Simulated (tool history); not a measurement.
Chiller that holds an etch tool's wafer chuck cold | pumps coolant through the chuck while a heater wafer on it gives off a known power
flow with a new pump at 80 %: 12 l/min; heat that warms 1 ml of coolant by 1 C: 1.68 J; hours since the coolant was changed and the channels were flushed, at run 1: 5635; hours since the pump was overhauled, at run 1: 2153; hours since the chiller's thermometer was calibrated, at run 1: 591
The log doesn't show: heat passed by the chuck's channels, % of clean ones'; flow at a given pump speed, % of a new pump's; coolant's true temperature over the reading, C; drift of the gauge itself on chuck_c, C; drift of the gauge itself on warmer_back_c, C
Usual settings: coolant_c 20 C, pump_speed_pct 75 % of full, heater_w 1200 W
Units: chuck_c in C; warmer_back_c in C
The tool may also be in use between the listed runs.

run	hour	coolant_c	pump_speed_pct	heater_w	hours since the coolant was changed and the channels were flushed	hours since the pump was overhauled	hours since the chiller's thermometer was calibrated	chuck_c	warmer_back_c
1	0.0	20	75	1200	5635	2153	591	32.0	3.82
2	56.8	20	75	1200	5692	2210	648	32.1	3.80
3	93.1	20	75	1200	5728	2246	684	32.2	3.87
4	144.0	20	75	881	5779	2297	735	29.0	2.85
5	182.6	20	75	881	5817	2336	774	28.9	2.89
6	232.4	16	75	1200	5867	2386	823	28.0	3.89
7	285.0	16	75	1200	5920	2438	876	28.2	3.89
8	323.7	16	75	1200	5959	2477	915	28.1	3.93
9	379.3	20	64	1200	6014	2532	970	33.5	4.61
10	405.7	20	75	1200	6040	2559	997	32.2	3.89
11	436.8	20	75	1200	6072	2590	1028	32.2	3.91
12	472.4	11	75	1200	6107	2626	1063	23.1	3.90
13	507.5	11	75	1200	6142	2661	1099	23.1	3.88
14	563.4	20	75	1200	6198	2717	1154	32.3	3.93
15	594.6	20	75	1200	6229	2748	1186	32.3	3.91
16	619.3	20	75	1200	6254	2772	1210	32.2	3.94
17	656.7	20	71	1197	6291	2810	1248	32.6	4.10
18	701.1	16	67	1222	6336	2854	1292	29.4	4.46
19	727.2	13	92	974	6362	2880	1318	21.7	2.57
20	778.4	14	78	800	6413	2932	1369	21.8	2.56
21	806.5	15	72	1194	6441	2960	1397	27.7	4.04
22	848.4	12	75	613	6483	3002	1439	18.3	1.99
23	893.7	12	75	613	6529	3047	1485	18.3	1.94
24	917.5	12	65	613	6552	3071	1508	18.9	2.32
25	965.5	11	88	613	6600	3119	1556	16.7	1.70
26	1000.2	20	65	1200	6635	3153	1591	33.4	4.51
27	1055.5	26	65	688	6690	3209	1647	33.8	2.57
28	1079.9	11	99	1088	6715	3233	1671	20.3	2.69
29	1105.2	13	61	1200	6740	3258	1696	27.1	4.84
30	1130.3	13	61	1200	6765	3283	1721	27.0	4.85
31	1160.5	30	75	1466	6795	3314	1751	45.0	4.82
32	1200.4	20	76	1332	6835	3354	1791	33.7	4.33

3 ways to go on from here, each from the tool as it stands after run 32. What would each give?
A	1235.8	23	72	1393	6871	3389	1827	?	?
B	1235.8	20	81	735	6871	3389	1827	?	?
C	1235.8	16	76	811	6871	3389	1827	?	?

run	chuck_c	warmer_back_c
A	37.8	4.75
B	27.1	2.22
C	24.4	2.60
Without the tool's hidden state the same runs would have given:
run	chuck_c	warmer_back_c
A	35.9	4.60
B	26.2	2.15
C	23.4	2.52
